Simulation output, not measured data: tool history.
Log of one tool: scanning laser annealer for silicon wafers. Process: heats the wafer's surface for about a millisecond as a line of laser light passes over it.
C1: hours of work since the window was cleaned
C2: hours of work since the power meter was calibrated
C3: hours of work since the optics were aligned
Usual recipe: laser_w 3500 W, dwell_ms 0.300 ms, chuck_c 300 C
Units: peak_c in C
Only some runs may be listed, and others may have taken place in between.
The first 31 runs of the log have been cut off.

run 32 day=14.592 | laser_w=3531 dwell_ms=0.219 chuck_c=314 | C1=445 C2=282 C3=148 | peak_c=909
run 33 day=15.104 | laser_w=3084 dwell_ms=0.211 chuck_c=314 | C1=453 C2=290 C3=155 | peak_c=829
run 34 day=15.667 | laser_w=3195 dwell_ms=0.366 chuck_c=314 | C1=461 C2=298 C3=164 | peak_c=1036
run 35 day=16.038 | laser_w=3195 dwell_ms=0.366 chuck_c=314 | C1=467 C2=304 C3=170 | peak_c=1036
run 36 day=16.308 | laser_w=3195 dwell_ms=0.366 chuck_c=314 | C1=471 C2=308 C3=174 | peak_c=1031
run 37 day=16.579 | laser_w=3357 dwell_ms=0.219 chuck_c=318 | C1=475 C2=312 C3=178 | peak_c=886
run 38 day=16.900 | laser_w=3357 dwell_ms=0.219 chuck_c=318 | C1=480 C2=317 C3=183 | peak_c=887
run 39 day=17.262 | laser_w=3088 dwell_ms=0.300 chuck_c=300 | C1=485 C2=322 C3=188 | peak_c=923
run 40 day=17.600 | laser_w=3751 dwell_ms=0.300 chuck_c=339 | C1=491 C2=327 C3=193 | peak_c=1091

Each row is a separate what-if for the run after 40, all from the same tool condition, not one after another. Results?
run A day=17.938 | laser_w=3086 dwell_ms=0.300 chuck_c=287 | C1=496 C2=332 C3=198 | peak_c=?
run B day=17.938 | laser_w=3626 dwell_ms=0.356 chuck_c=322 | C1=496 C2=332 C3=198 | peak_c=?
run C day=17.938 | laser_w=3029 dwell_ms=0.300 chuck_c=285 | C1=496 C2=332 C3=198 | peak_c=?

run=A peak_c=910
run=B peak_c=1122
run=C peak_c=898
Stripped of hidden state, with their random variation kept, the same runs would have yielded:
run=A peak_c=928
run=B peak_c=1146
run=C peak_c=915
